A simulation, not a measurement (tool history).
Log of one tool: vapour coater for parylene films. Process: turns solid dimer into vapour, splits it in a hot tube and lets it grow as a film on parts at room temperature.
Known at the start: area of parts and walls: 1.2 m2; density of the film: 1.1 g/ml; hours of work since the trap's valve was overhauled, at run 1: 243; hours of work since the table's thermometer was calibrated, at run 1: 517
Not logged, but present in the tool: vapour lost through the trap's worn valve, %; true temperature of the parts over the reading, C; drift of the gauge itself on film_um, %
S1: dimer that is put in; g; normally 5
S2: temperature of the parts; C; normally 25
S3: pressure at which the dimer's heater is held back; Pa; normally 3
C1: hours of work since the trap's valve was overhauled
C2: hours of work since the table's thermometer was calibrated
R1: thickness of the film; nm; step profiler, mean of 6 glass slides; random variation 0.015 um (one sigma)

{"run": 1, "day": 0.0, "S1": 5, "S2": 25, "S3": 3, "C1": 243, "C2": 517, "R1": 2080}
{"run": 2, "day": 1.554, "S1": 5, "S2": 19, "S3": 3, "C1": 262, "C2": 535, "R1": 2590}
{"run": 3, "day": 2.883, "S1": 5, "S2": 19, "S3": 3, "C1": 278, "C2": 551, "R1": 2560}
{"run": 4, "day": 4.229, "S1": 5, "S2": 25, "S3": 3, "C1": 294, "C2": 568, "R1": 2050}
{"run": 5, "day": 5.638, "S1": 5, "S2": 25, "S3": 3, "C1": 311, "C2": 585, "R1": 2080}
{"run": 6, "day": 7.033, "S1": 3, "S2": 25, "S3": 3, "C1": 328, "C2": 602, "R1": 1210}
{"run": 7, "day": 7.988, "S1": 5, "S2": 25, "S3": 3, "C1": 340, "C2": 613, "R1": 2080}
{"run": 8, "day": 8.9, "S1": 5, "S2": 33, "S3": 3, "C1": 351, "C2": 624, "R1": 1510}
{"run": 9, "day": 10.088, "S1": 3, "S2": 33, "S3": 3, "C1": 365, "C2": 638, "R1": 930}
{"run": 10, "day": 11.208, "S1": 3, "S2": 33, "S3": 3, "C1": 379, "C2": 652, "R1": 900}
{"run": 11, "day": 12.579, "S1": 3, "S2": 33, "S3": 3, "C1": 395, "C2": 668, "R1": 920}
{"run": 12, "day": 13.683, "S1": 5, "S2": 24, "S3": 3, "C1": 409, "C2": 682, "R1": 2130}
{"run": 13, "day": 14.654, "S1": 5, "S2": 24, "S3": 3, "C1": 420, "C2": 693, "R1": 2120}
{"run": 14, "day": 15.412, "S1": 5, "S2": 25, "S3": 3, "C1": 429, "C2": 703, "R1": 2030}
{"run": 15, "day": 16.333, "S1": 5, "S2": 25, "S3": 3, "C1": 440, "C2": 714, "R1": 2060}
{"run": 16, "day": 17.904, "S1": 5, "S2": 25, "S3": 3, "C1": 459, "C2": 733, "R1": 2050}
{"day": 18.142, "done": "trap's valve overhauled"}
{"run": 17, "day": 19.221, "S1": 5, "S2": 25, "S3": 3, "C1": 13, "C2": 747, "R1": 2020}
{"run": 18, "day": 20.121, "S1": 5, "S2": 25, "S3": 3, "C1": 24, "C2": 757, "R1": 2050}
{"run": 19, "day": 20.879, "S1": 5, "S2": 25, "S3": 3, "C1": 33, "C2": 767, "R1": 2020}
{"run": 20, "day": 22.146, "S1": 5, "S2": 25, "S3": 3, "C1": 48, "C2": 782, "R1": 2030}
{"day": 22.912, "done": "trap's valve overhauled, once more"}
{"run": 21, "day": 23.129, "S1": 5, "S2": 25, "S3": 3, "C1": 3, "C2": 792, "R1": 2110}
{"run": 22, "day": 24.654, "S1": 5, "S2": 25, "S3": 3, "C1": 21, "C2": 810, "R1": 2100}
{"run": 23, "day": 25.558, "S1": 5, "S2": 25, "S3": 3, "C1": 32, "C2": 821, "R1": 2110}
{"run": 24, "day": 26.2, "S1": 5, "S2": 25, "S3": 3, "C1": 40, "C2": 829, "R1": 2100}
{"run": 25, "day": 27.2, "S1": 5, "S2": 25, "S3": 3, "C1": 52, "C2": 841, "R1": 2090}
{"run": 26, "day": 28.0, "S1": 2, "S2": 18, "S3": 5.93, "C1": 61, "C2": 850, "R1": 970}
{"run": 27, "day": 29.492, "S1": 2, "S2": 18, "S3": 5.93, "C1": 79, "C2": 868, "R1": 960}
{"run": 28, "day": 30.833, "S1": 2, "S2": 18, "S3": 5.93, "C1": 96, "C2": 885, "R1": 950}
{"run": 29, "day": 32.354, "S1": 8, "S2": 35, "S3": 8.33, "C1": 114, "C2": 903, "R1": 1840}
{"run": 30, "day": 33.738, "S1": 7, "S2": 35, "S3": 5.08, "C1": 131, "C2": 920, "R1": 1780}
{"run": 31, "day": 34.738, "S1": 3, "S2": 26, "S3": 5.08, "C1": 143, "C2": 932, "R1": 1070}
{"run": 32, "day": 35.95, "S1": 2, "S2": 29, "S3": 2.36, "C1": 157, "C2": 946, "R1": 760}
{"run": 33, "day": 36.85, "S1": 5, "S2": 30, "S3": 3, "C1": 168, "C2": 957, "R1": 1740}
{"run": 34, "day": 37.742, "S1": 3, "S2": 30, "S3": 11.1, "C1": 179, "C2": 968, "R1": 790}
{"run": 35, "day": 39.029, "S1": 6, "S2": 35, "S3": 3.26, "C1": 194, "C2": 983, "R1": 1740}
{"run": 36, "day": 40.025, "S1": 5, "S2": 24, "S3": 8.46, "C1": 206, "C2": 996, "R1": 1730}
{"run": 37, "day": 41.288, "S1": 5, "S2": 34, "S3": 8.96, "C1": 222, "C2": 1011, "R1": 1140}
{"run": 38, "day": 42.358, "S1": 5, "S2": 25, "S3": 6.18, "C1": 235, "C2": 1024, "R1": 1760}
{"run": 39, "day": 43.567, "S1": 5, "S2": 25, "S3": 4.93, "C1": 249, "C2": 1038, "R1": 1850}
{"run": 40, "day": 44.8, "S1": 5, "S2": 25, "S3": 4.93, "C1": 264, "C2": 1053, "R1": 1880}
{"run": 41, "day": 45.925, "S1": 6, "S2": 30, "S3": 10.15, "C1": 278, "C2": 1067, "R1": 1610}
{"run": 42, "day": 47.079, "S1": 3, "S2": 25, "S3": 3, "C1": 292, "C2": 1081, "R1": 1240}
{"run": 43, "day": 47.825, "S1": 8, "S2": 25, "S3": 3, "C1": 301, "C2": 1090, "R1": 3350}
{"run": 44, "day": 49.283, "S1": 5, "S2": 34, "S3": 5.04, "C1": 318, "C2": 1107, "R1": 1350}
{"run": 45, "day": 50.054, "S1": 5, "S2": 25, "S3": 8.79, "C1": 327, "C2": 1116, "R1": 1620}
{"run": 46, "day": 51.0, "S1": 5, "S2": 25, "S3": 2.13, "C1": 339, "C2": 1128, "R1": 2260}

Each row is a separate what-if for the run after 46, all from the same tool condition, not one after another. Results?
{"run": "A", "day": 51.7, "S1": 3, "S2": 21, "S3": 2.18, "C1": 347, "C2": 1136, "R1": "?"}
{"run": "B", "day": 51.7, "S1": 5, "S2": 25, "S3": 6.84, "C1": 347, "C2": 1136, "R1": "?"}
{"run": "C", "day": 51.7, "S1": 5, "S2": 21, "S3": 4, "C1": 347, "C2": 1136, "R1": "?"}
{"run": "D", "day": 51.7, "S1": 5, "S2": 23, "S3": 8.11, "C1": 347, "C2": 1136, "R1": "?"}

run=A R1=1530
run=B R1=1750
run=C R1=2230
run=D R1=1810
Without the tool's unlogged condition, the same runs would have read:
run=A R1=1550
run=B R1=1760
run=C R1=2250
run=D R1=1830
